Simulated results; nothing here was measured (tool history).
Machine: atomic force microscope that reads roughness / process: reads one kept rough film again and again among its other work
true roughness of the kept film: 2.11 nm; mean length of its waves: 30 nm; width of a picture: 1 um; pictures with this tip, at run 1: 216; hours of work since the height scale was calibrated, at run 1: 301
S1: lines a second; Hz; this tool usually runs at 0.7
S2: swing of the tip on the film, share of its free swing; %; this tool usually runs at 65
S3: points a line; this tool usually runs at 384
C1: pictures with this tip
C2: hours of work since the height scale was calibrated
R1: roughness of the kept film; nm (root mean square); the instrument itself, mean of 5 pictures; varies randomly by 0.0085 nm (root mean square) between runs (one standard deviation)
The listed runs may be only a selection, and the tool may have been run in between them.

Run 1, hour 0: usual settings; C1 216; C2 301. Result: R1 1.613 nm (root mean square).
At hour 26.4: new tip fitted.
Run 2, hour 45.3: usual settings; C1 22; C2 324. Result: R1 1.809 nm (root mean square).
Run 3, hour 74.5: usual settings but S3 283; C1 54; C2 339. Result: R1 1.758 nm (root mean square).
Run 4, hour 145.2: usual settings; C1 133; C2 377. Result: R1 1.694 nm (root mean square).
Run 5, hour 209.8: usual settings; C1 206; C2 410. Result: R1 1.614 nm (root mean square).
At hour 248.2: new tip fitted.
Run 6, hour 279.5: usual settings but S3 756; C1 35; C2 447. Result: R1 1.797 nm (root mean square).
Run 7, hour 310.9: usual settings; C1 70; C2 463. Result: R1 1.755 nm (root mean square).
Run 8, hour 379.4: usual settings but S1 2.113 Hz; C1 147; C2 499. Result: R1 1.596 nm (root mean square).
Run 9, hour 409.7: usual settings; C1 181; C2 515. Result: R1 1.658 nm (root mean square).
At hour 468.6: new tip fitted.
Run 10, hour 476.2: usual settings but S1 2.42 Hz; C1 9; C2 550. Result: R1 1.717 nm (root mean square).
Run 11, hour 507.9: usual settings but S1 2.42 Hz; C1 44; C2 566. Result: R1 1.675 nm (root mean square).
Run 12, hour 550.1: usual settings but S2 85 %; C1 91; C2 589. Result: R1 1.643 nm (root mean square).
Run 13, hour 621: usual settings but S2 85 %; C1 171; C2 626. Result: R1 1.568 nm (root mean square).
Run 14, hour 665.9: usual settings but S2 85 %, S3 557; C1 221; C2 649. Result: R1 1.537 nm (root mean square).
At hour 686.2: new tip fitted.
Run 15, hour 720.4: usual settings but S2 85 %, S3 557; C1 38; C2 678. Result: R1 1.703 nm (root mean square).
Run 16, hour 769.1: usual settings but S1 1.087 Hz, S2 62 %, S3 629; C1 93; C2 703. Result: R1 1.737 nm (root mean square).
At hour 773.6: height scale calibrated on a step standard.
Run 17, hour 825.4: usual settings but S1 1.846 Hz, S2 69 %, S3 373; C1 155; C2 27. Result: R1 1.571 nm (root mean square).
Run 18, hour 866.7: usual settings but S1 2.758 Hz, S2 69 %, S3 373; C1 201; C2 49. Result: R1 1.464 nm (root mean square).
At hour 905.5: new tip fitted.
Run 19, hour 905.5: usual settings but S1 2.758 Hz, S2 69 %, S3 373; C1 0; C2 69. Result: R1 1.652 nm (root mean square).
Run 20, hour 963.2: usual settings but S1 2.758 Hz, S2 69 %, S3 373; C1 64; C2 99. Result: R1 1.58 nm (root mean square).
Run 21, hour 1000.6: usual settings but S1 2.752 Hz, S2 80 %, S3 373; C1 106; C2 119. Result: R1 1.405 nm (root mean square).
Run 22, hour 1041.8: usual settings but S1 2.752 Hz, S2 80 %, S3 373; C1 152; C2 141. Result: R1 1.365 nm (root mean square).
At hour 1108.6: height scale calibrated on a step standard, once more.
Run 23, hour 1108.6: usual settings but S1 0.524 Hz, S2 58 %, S3 373; C1 226; C2 0. Result: R1 1.646 nm (root mean square).
At hour 1129: new tip fitted.
Run 24, hour 1155.3: usual settings but S1 3.763 Hz, S2 81 %, S3 327; C1 29; C2 24. Result: R1 1.359 nm (root mean square).
Run 25, hour 1190.5: usual settings but S1 1.156 Hz, S3 656; C1 69; C2 43. Result: R1 1.749 nm (root mean square).
Run 26, hour 1245.2: usual settings but S1 1.156 Hz, S2 75 %, S3 762; C1 130; C2 71. Result: R1 1.628 nm (root mean square).
Run 27, hour 1310.3: usual settings but S1 3.178 Hz, S2 70 %, S3 377; C1 203; C2 106. Result: R1 1.419 nm (root mean square).
Run 28, hour 1344.5: usual settings but S2 79 %, S3 333; C1 241; C2 124. Result: R1 1.529 nm (root mean square).
At hour 1349.3: new tip fitted.
Run 29, hour 1387: usual settings but S1 1.198 Hz, S2 86 %, S3 478; C1 42; C2 146. Result: R1 1.624 nm (root mean square).

Had the tool no unlogged condition, and each run kept its random variation, what would the results have been?
Hidden state at play: radius of the tip, nm; height scale over the true one, %; drift of the gauge itself on roughness_nm, %.
run     R1
  1  1.851
  2  1.855
  3  1.843
  4  1.864
  5  1.859
  6  1.862
  7  1.863
  8  1.771
  9   1.88
 10   1.74
 11  1.733
 12  1.751
 13  1.761
 14  1.779
 15  1.771
 16  1.866
 17  1.756
 18  1.681
 19  1.665
 20  1.659
 21  1.514
 22  1.508
 23  1.889
 24  1.395
 25  1.846
 26  1.785
 27  1.622
 28  1.787
 29  1.685

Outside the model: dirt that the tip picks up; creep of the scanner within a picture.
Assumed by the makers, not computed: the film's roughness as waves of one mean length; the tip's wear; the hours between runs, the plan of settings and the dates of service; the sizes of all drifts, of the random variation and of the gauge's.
